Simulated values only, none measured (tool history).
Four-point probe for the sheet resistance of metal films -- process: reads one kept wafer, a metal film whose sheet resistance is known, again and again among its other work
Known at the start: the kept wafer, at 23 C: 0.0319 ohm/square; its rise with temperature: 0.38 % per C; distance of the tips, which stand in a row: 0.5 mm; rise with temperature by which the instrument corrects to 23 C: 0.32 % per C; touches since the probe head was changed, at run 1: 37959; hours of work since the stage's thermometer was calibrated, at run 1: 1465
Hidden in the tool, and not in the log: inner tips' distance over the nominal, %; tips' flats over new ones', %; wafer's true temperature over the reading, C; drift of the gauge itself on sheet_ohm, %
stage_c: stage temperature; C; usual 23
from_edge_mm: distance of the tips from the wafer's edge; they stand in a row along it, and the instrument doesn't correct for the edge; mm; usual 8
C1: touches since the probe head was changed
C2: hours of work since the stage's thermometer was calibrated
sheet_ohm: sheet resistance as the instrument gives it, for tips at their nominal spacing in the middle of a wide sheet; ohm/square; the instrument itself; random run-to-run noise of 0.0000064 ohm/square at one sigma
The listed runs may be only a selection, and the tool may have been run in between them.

run 1 day=0.000 | stage_c=23 from_edge_mm=8 | C1=37959 C2=1465 | sheet_ohm=0.031963
run 2 day=2.912 | stage_c=23 from_edge_mm=8 | C1=39957 C2=1517 | sheet_ohm=0.031951
run 3 day=5.462 | stage_c=23 from_edge_mm=8 | C1=41707 C2=1562 | sheet_ohm=0.031940
run 4 day=9.271 | stage_c=23 from_edge_mm=8 | C1=44322 C2=1629 | sheet_ohm=0.031929
run 5 day=12.500 | stage_c=34 from_edge_mm=8 | C1=46537 C2=1687 | sheet_ohm=0.032115
run 6 day=16.125 | stage_c=34 from_edge_mm=8 | C1=49023 C2=1751 | sheet_ohm=0.032117
run 7 day=17.979 | stage_c=25 from_edge_mm=18 | C1=50297 C2=1784 | sheet_ohm=0.031901
run 8 day=22.062 | stage_c=25 from_edge_mm=18 | C1=53100 C2=1856 | sheet_ohm=0.031885
run 9 day=25.588 | stage_c=18 from_edge_mm=7 | C1=55518 C2=1919 | sheet_ohm=0.031826
run 10 day=28.433 | stage_c=28 from_edge_mm=67 | C1=57471 C2=1969 | sheet_ohm=0.031918
run 11 day=31.067 | stage_c=19 from_edge_mm=55 | C1=59278 C2=2016 | sheet_ohm=0.031753
run 12 day=32.992 | stage_c=19 from_edge_mm=55 | C1=60597 C2=2050 | sheet_ohm=0.031746

Here are 4 independent what-if runs from the current tool condition. What would each one return?
run A day=35.717 | stage_c=22 from_edge_mm=55 | C1=62468 C2=2098 | sheet_ohm=?
run B day=35.717 | stage_c=23 from_edge_mm=16 | C1=62468 C2=2098 | sheet_ohm=?
run C day=35.717 | stage_c=29 from_edge_mm=8 | C1=62468 C2=2098 | sheet_ohm=?
run D day=35.717 | stage_c=20 from_edge_mm=72 | C1=62468 C2=2098 | sheet_ohm=?

run=A sheet_ohm=0.031790
run=B sheet_ohm=0.031840
run=C sheet_ohm=0.031985
run=D sheet_ohm=0.031763
What these runs would have given with no unlogged condition in the tool:
run=A sheet_ohm=0.031875
run=B sheet_ohm=0.031926
run=C sheet_ohm=0.032069
run=D sheet_ohm=0.031849
